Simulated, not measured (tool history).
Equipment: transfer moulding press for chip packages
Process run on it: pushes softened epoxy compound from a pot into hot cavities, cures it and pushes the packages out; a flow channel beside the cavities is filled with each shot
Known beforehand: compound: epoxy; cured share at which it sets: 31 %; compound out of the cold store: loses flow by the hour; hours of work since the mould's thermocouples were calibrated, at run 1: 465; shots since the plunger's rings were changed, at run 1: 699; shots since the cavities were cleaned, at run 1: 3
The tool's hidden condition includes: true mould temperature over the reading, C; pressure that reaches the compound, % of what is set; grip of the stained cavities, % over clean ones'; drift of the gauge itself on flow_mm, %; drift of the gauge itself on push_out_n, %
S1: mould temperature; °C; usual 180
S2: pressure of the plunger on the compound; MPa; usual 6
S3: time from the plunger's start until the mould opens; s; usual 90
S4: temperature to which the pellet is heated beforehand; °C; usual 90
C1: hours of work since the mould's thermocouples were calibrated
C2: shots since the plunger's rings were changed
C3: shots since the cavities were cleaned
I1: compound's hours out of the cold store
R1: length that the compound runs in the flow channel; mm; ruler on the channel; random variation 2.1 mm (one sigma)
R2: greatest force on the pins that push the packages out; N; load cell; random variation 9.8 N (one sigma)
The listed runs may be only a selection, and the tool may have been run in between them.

| run | hour | S1 | S2 | S3 | S4 | C1 | C2 | C3 | I1 | R1 | R2 |
|---|---|---|---|---|---|---|---|---|---|---|---|
| 1 | 0 | 180 | 6 | 90 | 90 | 465 | 699 | 3 | 37.9 | 520 | 452 |
|  | 72.2 | cavities cleaned with cleaning compound and waxed |
| 2 | 79 | 180 | 6 | 90 | 90 | 502 | 1493 | 70 | 28.8 | 526 | 541 |
| 3 | 138.6 | 180 | 6 | 90 | 91 | 530 | 2102 | 679 | 31.1 | 520 | 729 |
|  | 145.6 | cavities cleaned with cleaning compound and waxed |
|  | 220.2 | cavities cleaned with cleaning compound and waxed |
| 4 | 235.3 | 180 | 6 | 90 | 94 | 575 | 3062 | 155 | 14.8 | 534 | 553 |
|  | 250.1 | plunger's sealing rings changed |
|  | 292.4 | cavities cleaned with cleaning compound and waxed |
| 5 | 337.5 | 180 | 6 | 90 | 94 | 622 | 880 | 462 | 26.5 | 535 | 711 |
|  | 371.2 | cavities cleaned with cleaning compound and waxed |
| 6 | 396.4 | 180 | 6 | 90 | 94 | 650 | 1468 | 258 | 19.5 | 539 | 617 |
|  | 441.3 | cavities cleaned with cleaning compound and waxed |
| 7 | 441.3 | 180 | 6 | 90 | 94 | 671 | 1912 | 0 | 25.7 | 533 | 477 |
|  | 461 | mould's thermocouples calibrated |
| 8 | 487 | 181 | 6 | 90 | 90 | 12 | 2360 | 448 | 9.1 | 546 | 658 |
|  | 516 | cavities cleaned with cleaning compound and waxed |
|  | 567.8 | plunger's sealing rings changed |
| 9 | 579.2 | 181 | 6 | 90 | 90 | 55 | 117 | 622 | 21.1 | 544 | 711 |
|  | 592.3 | cavities cleaned with cleaning compound and waxed |
| 10 | 641.1 | 181 | 5.37 | 90 | 90 | 84 | 736 | 501 | 12.4 | 521 | 664 |
|  | 664.9 | cavities cleaned with cleaning compound and waxed |
| 11 | 686.3 | 180 | 6 | 90 | 90 | 105 | 1184 | 220 | 42.3 | 509 | 588 |
|  | 739.7 | cavities cleaned with cleaning compound and waxed |
| 12 | 744.6 | 180 | 6 | 90 | 90 | 132 | 1764 | 49 | 30.7 | 518 | 478 |
| 13 | 792.9 | 180 | 6 | 90 | 90 | 155 | 2259 | 544 | 27 | 520 | 714 |
|  | 813.7 | cavities cleaned with cleaning compound and waxed |
|  | 887.3 | plunger's sealing rings changed |
|  | 888.8 | cavities cleaned with cleaning compound and waxed |
| 14 | 896.6 | 180 | 6 | 90 | 90 | 202 | 80 | 80 | 24.8 | 538 | 514 |
|  | 963.7 | cavities cleaned with cleaning compound and waxed |
| 15 | 963.9 | 180 | 6 | 90 | 90 | 234 | 754 | 3 | 24.1 | 538 | 468 |
|  | 1040.7 | cavities cleaned with cleaning compound and waxed |
| 16 | 1047.1 | 183 | 5.22 | 90 | 93 | 273 | 1591 | 66 | 21.3 | 494 | 463 |
| 17 | 1107.6 | 183 | 5.22 | 90 | 93 | 302 | 2210 | 685 | 9.7 | 504 | 666 |
|  | 1113.5 | cavities cleaned with cleaning compound and waxed |
| 18 | 1151.8 | 178 | 6.54 | 90 | 98 | 322 | 2647 | 392 | 45.2 | 522 | 707 |
|  | 1189.5 | cavities cleaned with cleaning compound and waxed |
|  | 1209 | plunger's sealing rings changed |
| 19 | 1240.7 | 180 | 6 | 120 | 90 | 363 | 325 | 499 | 8.2 | 564 | 572 |
|  | 1264.5 | cavities cleaned with cleaning compound and waxed |
| 20 | 1305.1 | 184 | 5.84 | 120 | 90 | 393 | 969 | 416 | 38.9 | 504 | 547 |
|  | 1341.4 | cavities cleaned with cleaning compound and waxed |
| 21 | 1406.4 | 184 | 4.56 | 120 | 90 | 441 | 1991 | 666 | 23.3 | 455 | 588 |
|  | 1413.6 | cavities cleaned with cleaning compound and waxed |
|  | 1485.9 | cavities cleaned with cleaning compound and waxed |
| 22 | 1504.9 | 184 | 4.56 | 120 | 86 | 487 | 2969 | 195 | 35.3 | 436 | 474 |
|  | 1525.3 | plunger's sealing rings changed |
|  | 1562.4 | cavities cleaned with cleaning compound and waxed |
| 23 | 1583.9 | 184 | 4.56 | 120 | 86 | 523 | 585 | 221 | 8.3 | 482 | 483 |
|  | 1634.3 | cavities cleaned with cleaning compound and waxed |
| 24 | 1677.5 | 175 | 6.24 | 104 | 86 | 567 | 1528 | 442 | 17.4 | 568 | 699 |
|  | 1707 | cavities cleaned with cleaning compound and waxed |
| 25 | 1756.7 | 181 | 5.36 | 89 | 98 | 604 | 2324 | 509 | 47.6 | 471 | 677 |
|  | 1778.4 | cavities cleaned with cleaning compound and waxed |
| 26 | 1827.3 | 176 | 6.9 | 90 | 83 | 637 | 3031 | 500 | 46.7 | 541 | 901 |
|  | 1844.8 | plunger's sealing rings changed |
|  | 1851.2 | cavities cleaned with cleaning compound and waxed |
| 27 | 1879.5 | 173 | 6.2 | 90 | 83 | 661 | 340 | 289 | 8.2 | 590 | 1034 |

Below are 3 alternative next runs, each starting from the tool's condition after run 27. Predict each:
|  | 1922.9 | mould's thermocouples calibrated |
|  | 1924.4 | cavities cleaned with cleaning compound and waxed |
| A | 1947.7 | 180 | 7.19 | 105 | 99 | 11 | 1002 | 238 | 27.1 | ? | ? |
|  | 1922.9 | mould's thermocouples calibrated |
|  | 1924.4 | cavities cleaned with cleaning compound and waxed |
| B | 1947.7 | 173 | 6.2 | 129 | 86 | 11 | 1002 | 238 | 46.8 | ? | ? |
|  | 1922.9 | mould's thermocouples calibrated |
|  | 1924.4 | cavities cleaned with cleaning compound and waxed |
| C | 1947.7 | 173 | 6.26 | 115 | 83 | 11 | 1002 | 238 | 29.3 | ? | ? |

| run | R1 | R2 |
|---|---|---|
| A | 578 | 520 |
| B | 530 | 543 |
| C | 552 | 603 |
Take away the tool's hidden state, keep each run's random variation, and the runs would have read:
| run | R1 | R2 |
|---|---|---|
| A | 586 | 389 |
| B | 538 | 407 |
| C | 560 | 451 |
